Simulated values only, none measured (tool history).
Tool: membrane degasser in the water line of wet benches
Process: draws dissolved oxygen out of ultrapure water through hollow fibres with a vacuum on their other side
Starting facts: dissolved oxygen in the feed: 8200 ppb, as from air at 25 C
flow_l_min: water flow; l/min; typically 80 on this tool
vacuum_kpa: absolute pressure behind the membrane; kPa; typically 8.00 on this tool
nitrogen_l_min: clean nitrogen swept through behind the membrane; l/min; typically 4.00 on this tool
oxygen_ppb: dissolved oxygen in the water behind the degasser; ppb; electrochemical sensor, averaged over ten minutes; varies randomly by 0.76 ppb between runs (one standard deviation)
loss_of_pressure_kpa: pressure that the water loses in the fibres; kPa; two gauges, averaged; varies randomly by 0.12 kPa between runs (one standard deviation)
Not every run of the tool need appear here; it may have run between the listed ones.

run 1 hour=0.0 | flow_l_min=80 vacuum_kpa=8.00 nitrogen_l_min=4.00 | oxygen_ppb=221.7 loss_of_pressure_kpa=40.51
run 2 hour=38.0 | flow_l_min=80 vacuum_kpa=12.46 nitrogen_l_min=4.00 | oxygen_ppb=409.0 loss_of_pressure_kpa=40.48
run 3 hour=94.3 | flow_l_min=80 vacuum_kpa=12.46 nitrogen_l_min=4.00 | oxygen_ppb=407.1 loss_of_pressure_kpa=40.59
run 4 hour=130.9 | flow_l_min=80 vacuum_kpa=8.00 nitrogen_l_min=4.00 | oxygen_ppb=222.3 loss_of_pressure_kpa=40.60
run 5 hour=162.3 | flow_l_min=80 vacuum_kpa=8.00 nitrogen_l_min=4.00 | oxygen_ppb=222.4 loss_of_pressure_kpa=40.57
run 6 hour=190.3 | flow_l_min=80 vacuum_kpa=8.00 nitrogen_l_min=4.00 | oxygen_ppb=222.9 loss_of_pressure_kpa=40.81
run 7 hour=228.8 | flow_l_min=80 vacuum_kpa=16.83 nitrogen_l_min=4.00 | oxygen_ppb=581.9 loss_of_pressure_kpa=40.57
run 8 hour=271.5 | flow_l_min=80 vacuum_kpa=16.83 nitrogen_l_min=4.00 | oxygen_ppb=585.0 loss_of_pressure_kpa=40.75
run 9 hour=320.3 | flow_l_min=80 vacuum_kpa=8.00 nitrogen_l_min=8.47 | oxygen_ppb=115.0 loss_of_pressure_kpa=40.48
run 10 hour=350.1 | flow_l_min=80 vacuum_kpa=8.00 nitrogen_l_min=8.47 | oxygen_ppb=116.7 loss_of_pressure_kpa=40.71
run 11 hour=400.4 | flow_l_min=80 vacuum_kpa=8.00 nitrogen_l_min=8.47 | oxygen_ppb=116.0 loss_of_pressure_kpa=40.69
run 12 hour=440.5 | flow_l_min=80 vacuum_kpa=8.00 nitrogen_l_min=4.00 | oxygen_ppb=223.5 loss_of_pressure_kpa=40.71
-- hour=448.2 seals of the vacuum lines changed
run 13 hour=481.9 | flow_l_min=80 vacuum_kpa=8.00 nitrogen_l_min=4.00 | oxygen_ppb=221.3 loss_of_pressure_kpa=40.55
run 14 hour=532.6 | flow_l_min=80 vacuum_kpa=8.00 nitrogen_l_min=4.00 | oxygen_ppb=222.4 loss_of_pressure_kpa=40.73
run 15 hour=568.6 | flow_l_min=89 vacuum_kpa=8.00 nitrogen_l_min=4.00 | oxygen_ppb=244.5 loss_of_pressure_kpa=45.39
run 16 hour=599.3 | flow_l_min=89 vacuum_kpa=8.00 nitrogen_l_min=4.00 | oxygen_ppb=244.7 loss_of_pressure_kpa=45.21
run 17 hour=628.1 | flow_l_min=63 vacuum_kpa=5.75 nitrogen_l_min=4.63 | oxygen_ppb=88.5 loss_of_pressure_kpa=32.00
run 18 hour=653.3 | flow_l_min=63 vacuum_kpa=5.75 nitrogen_l_min=4.63 | oxygen_ppb=88.5 loss_of_pressure_kpa=32.18
run 19 hour=704.9 | flow_l_min=80 vacuum_kpa=7.79 nitrogen_l_min=9.77 | oxygen_ppb=97.6 loss_of_pressure_kpa=40.90
run 20 hour=757.7 | flow_l_min=85 vacuum_kpa=7.79 nitrogen_l_min=3.20 | oxygen_ppb=271.3 loss_of_pressure_kpa=43.29
run 21 hour=790.8 | flow_l_min=63 vacuum_kpa=7.79 nitrogen_l_min=8.02 | oxygen_ppb=92.1 loss_of_pressure_kpa=32.09
run 22 hour=840.6 | flow_l_min=63 vacuum_kpa=7.79 nitrogen_l_min=8.02 | oxygen_ppb=92.6 loss_of_pressure_kpa=32.34
run 23 hour=865.1 | flow_l_min=109 vacuum_kpa=15.50 nitrogen_l_min=8.14 | oxygen_ppb=379.4 loss_of_pressure_kpa=55.63
run 24 hour=920.5 | flow_l_min=48 vacuum_kpa=17.42 nitrogen_l_min=3.44 | oxygen_ppb=441.8 loss_of_pressure_kpa=24.44
run 25 hour=975.8 | flow_l_min=48 vacuum_kpa=17.42 nitrogen_l_min=3.44 | oxygen_ppb=445.9 loss_of_pressure_kpa=24.47
run 26 hour=1016.0 | flow_l_min=48 vacuum_kpa=17.42 nitrogen_l_min=3.44 | oxygen_ppb=443.5 loss_of_pressure_kpa=24.54
run 27 hour=1067.6 | flow_l_min=58 vacuum_kpa=5.60 nitrogen_l_min=3.37 | oxygen_ppb=103.6 loss_of_pressure_kpa=29.37
run 28 hour=1092.2 | flow_l_min=58 vacuum_kpa=5.60 nitrogen_l_min=3.37 | oxygen_ppb=103.4 loss_of_pressure_kpa=29.71
run 29 hour=1122.5 | flow_l_min=65 vacuum_kpa=5.60 nitrogen_l_min=3.93 | oxygen_ppb=101.6 loss_of_pressure_kpa=33.03
run 30 hour=1176.7 | flow_l_min=80 vacuum_kpa=6.69 nitrogen_l_min=4.31 | oxygen_ppb=157.1 loss_of_pressure_kpa=40.86
run 31 hour=1207.8 | flow_l_min=80 vacuum_kpa=6.69 nitrogen_l_min=4.31 | oxygen_ppb=158.9 loss_of_pressure_kpa=40.87
run 32 hour=1257.5 | flow_l_min=80 vacuum_kpa=6.69 nitrogen_l_min=4.31 | oxygen_ppb=158.1 loss_of_pressure_kpa=40.78

Some steps in oxygen_ppb, run to run, broken into two amounts with sign: the step expected even without the hidden condition (settings, incoming material, random variation), and the rest, left for the hidden condition together with whatever gauge scatter is not in both the measured and the hidden-condition-free result:
The hidden state here: membrane still open, %; true pressure behind the membrane over the reading, kPa; air that leaks in behind the membrane, l/min; drift of the gauge itself on oxygen_ppb, %; drift of the gauge itself on loss_of_pressure_kpa, %.
Run 6 -> 7: vacuum_kpa 8.00 -> 16.83. oxygen_ppb +359.0 ppb: hidden state +1.1, all else +357.9.
Run 8 -> 9: vacuum_kpa 16.83 -> 8.00, nitrogen_l_min 4.00 -> 8.47. oxygen_ppb -470.0 ppb: hidden state -5.3, all else -464.7.
Run 19 -> 20: flow_l_min 80 -> 85, nitrogen_l_min 9.77 -> 3.20. oxygen_ppb +173.7 ppb: hidden state +7.5, all else +166.2.
Run 20 -> 21: flow_l_min 85 -> 63, nitrogen_l_min 3.20 -> 8.02. oxygen_ppb -179.2 ppb: hidden state -7.7, all else -171.5.
Run 26 -> 27: flow_l_min 48 -> 58, vacuum_kpa 17.42 -> 5.60, nitrogen_l_min 3.44 -> 3.37. oxygen_ppb -339.9 ppb: hidden state +1.8, all else -341.7.

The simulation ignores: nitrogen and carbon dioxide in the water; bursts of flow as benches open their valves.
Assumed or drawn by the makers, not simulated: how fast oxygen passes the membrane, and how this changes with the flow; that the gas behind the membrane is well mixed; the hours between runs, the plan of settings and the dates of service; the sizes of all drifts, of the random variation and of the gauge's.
